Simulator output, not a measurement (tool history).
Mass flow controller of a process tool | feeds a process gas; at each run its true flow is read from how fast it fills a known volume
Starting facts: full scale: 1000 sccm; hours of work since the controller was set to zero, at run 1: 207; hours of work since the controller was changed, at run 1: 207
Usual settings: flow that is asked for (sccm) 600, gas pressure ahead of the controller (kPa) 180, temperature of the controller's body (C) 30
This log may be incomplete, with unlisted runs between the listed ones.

run	hour	flow that is asked for (sccm)	gas pressure ahead of the controller (kPa)	temperature of the controller's body (C)	hours of work since the controller was set to zero	hours of work since the controller was changed	true flow (%)
1	0.0	600	180	30	207	207	100.39
2	276.4	600	180	30	326	326	100.43
3	558.0	600	180	21	446	446	99.72
4	793.2	600	180	30	547	547	100.38
5	1097.8	600	180	30	678	678	100.30
6	1300.6	600	255	30	765	765	100.80
7	1508.5	600	255	30	855	855	100.52
8	1840.5	600	255	30	997	997	100.78
9	2199.0	600	255	30	1151	1151	100.75
10	2538.4	600	205	30	1297	1297	100.68
11	2830.1	600	205	30	1422	1422	100.71
12	3049.6	600	205	34	1516	1516	101.01
13	3289.7	600	205	34	1619	1619	101.14
14	3597.6	600	205	34	1752	1752	101.10
15	3866.7	600	205	34	1867	1867	101.08
16	4027.7	284	180	30	1936	1936	100.81
17	4299.0	284	180	30	2053	2053	100.96
18	4647.0	600	180	30	2202	2202	100.69
19	4838.1	600	180	30	2284	2284	100.97
20	5117.2	600	180	30	2404	2404	100.98
21	5374.4	138	180	30	2514	2514	101.56
22	5700.2	600	180	30	2654	2654	100.90
23	6033.3	600	180	30	2797	2797	101.14
24	6274.1	600	180	30	2901	2901	101.04
25	6558.5	210	249	37	3023	3023	102.06
26	6896.2	210	249	37	3168	3168	102.10
27	7068.7	613	216	39	3242	3242	101.94
28	7294.6	524	187	21	3339	3339	100.25
29	7454.5	259	183	21	3408	3408	100.73
30	7717.3	259	183	21	3520	3520	100.47
31	7899.1	192	214	30	3598	3598	101.74
32	8174.3	192	214	30	3717	3717	101.82
33	8431.4	192	198	27	3827	3827	101.57
34	8701.4	537	173	25	3943	3943	100.76
35	9041.9	537	173	25	4089	4089	100.67
36	9263.7	600	193	30	4184	4184	101.41
37	9460.0	600	193	30	4269	4269	101.37
38	9811.8	145	278	30	4420	4420	102.78
39	10071.6	127	241	33	4531	4531	103.17
40	10252.4	600	261	24	4609	4609	101.00
41	10481.9	112	261	30	4707	4707	103.46
42	10804.8	126	261	20	4846	4846	102.37
43	10951.9	126	261	38	4909	4909	104.00
44	11155.5	600	217	31	4997	4997	101.67
45	11361.3	600	217	31	5085	5085	101.72
46	11708.4	168	213	22	5234	5234	101.83
47	12021.9	222	180	31	5369	5369	102.43
48	12192.0	222	180	31	5442	5442	102.41

Below are 4 alternative next runs, each starting from the tool's condition after run 48. Predict each:
A	12406.5	600	164	26	5534	5534	?
B	12406.5	222	224	31	5534	5534	?
C	12406.5	222	199	20	5534	5534	?
D	12406.5	375	180	21	5534	5534	?

run	true flow (%)
A	101.27
B	102.45
C	101.51
D	101.04
With no hidden state in the tool, these same runs would have given:
run	true flow (%)
A	99.74
B	99.94
C	99.00
D	99.17
